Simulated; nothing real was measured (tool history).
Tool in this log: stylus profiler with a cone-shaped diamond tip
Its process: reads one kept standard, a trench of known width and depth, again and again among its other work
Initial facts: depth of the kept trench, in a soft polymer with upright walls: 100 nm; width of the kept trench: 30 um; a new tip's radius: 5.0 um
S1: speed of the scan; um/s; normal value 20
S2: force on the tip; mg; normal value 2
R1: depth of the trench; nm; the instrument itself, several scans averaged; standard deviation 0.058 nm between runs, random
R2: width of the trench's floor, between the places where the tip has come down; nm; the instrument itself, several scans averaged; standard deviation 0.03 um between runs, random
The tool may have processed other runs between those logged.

run	hour	S1	S2	R1	R2
1	0	20	2	101.04	27990
2	38.1	20	2	100.95	27950
3	89.6	20	2	100.94	27890
4	165.6	20	2	100.91	27840
5	202.5	20	2	100.9	27880
6	261.7	20	2	100.84	27800
7	320.1	20	2	100.93	27780
8	376.4	20	2	100.94	27740
9	412.2	45	2	100.82	27630
10	489.7	45	2	100.77	27620
11	550.7	27	2	100.72	27620
12	590.7	27	2	100.82	27520
13	660.6	27	2	100.69	27490
14	697.7	10	2	100.81	27570
15	749.3	10	2	100.78	27490
16	812.4	20	2	100.81	27510
17	844.4	20	2	100.78	27380
18	921.8	20	2	100.8	27370
19	980.6	20	2	100.69	27330
20	1054.2	19	2	100.88	27280
21	1110.4	19	2	100.97	27280
22	1189.9	57	2	100.98	27850
23	1222.4	57	2	100.95	27820
24	1282.7	57	2	100.99	27800
25	1339.5	57	2	101.03	27750
26	1391.8	57	2	100.83	27640
27	1464.5	57	2	100.91	27640
28	1533.8	57	2	100.95	27630
29	1591.1	57	2	100.98	27540
30	1629.2	6	1.12	100.51	27680
31	1693.5	40	2.34	100.95	27560
32	1741.9	40	2.34	100.92	27590
33	1807.5	40	2.34	100.94	27460
34	1839.4	40	1.3	100.58	27410
35	1885.1	8	1.51	100.55	27400
36	1962.6	64	2.42	100.76	27310
37	2003.1	28	0.69	100.26	27350
38	2047.2	28	0.69	100.2	27350
39	2101.8	17	1.37	100.61	27290
40	2163.9	71	3.93	101.26	27240
41	2206.4	71	3.93	101.24	27200
42	2248.9	27	1.27	100.35	27210
43	2287.4	74	1.73	100.84	27820
44	2349.4	7	2	100.94	27900

Removed from this log: 4 entries logged between the listed runs. Between which two listed runs does each belong, and how does the tool's hidden state at the listed run before it compare with that at the listed run after it?
Between runs 13 and 14: height scale calibrated on a step standard (hour 667.1)
  radius of the tip, um: 7.38 -> 7.5; height scale over the true one, %: -0.146 -> -0.181
  measured value less the no-hidden-state value, R1: -0.15 -> -0.18 nm; R2: -430 -> -450 nm
Between runs 19 and 20: height scale calibrated on a step standard, once more (hour 1027.3)
  radius of the tip, um: 8.57 -> 8.86; height scale over the true one, %: -0.249 -> -0.041
  measured value less the no-hidden-state value, R1: -0.25 -> -0.04 nm; R2: -620 -> -660 nm
Between runs 21 and 22: new tip fitted, height scale calibrated (hour 1136)
  radius of the tip, um: 9.06 -> 5.19; height scale over the true one, %: -0.054 -> -0.017
  measured value less the no-hidden-state value, R1: -0.06 -> -0.02 nm; R2: -700 -> -40 nm
Between runs 42 and 43: new tip fitted, height scale calibrated (hour 2274)
  radius of the tip, um: 9.37 -> 5.22; height scale over the true one, %: -0.267 -> -0.05
  measured value less the no-hidden-state value, R1: -0.27 -> -0.05 nm; R2: -740 -> -40 nm
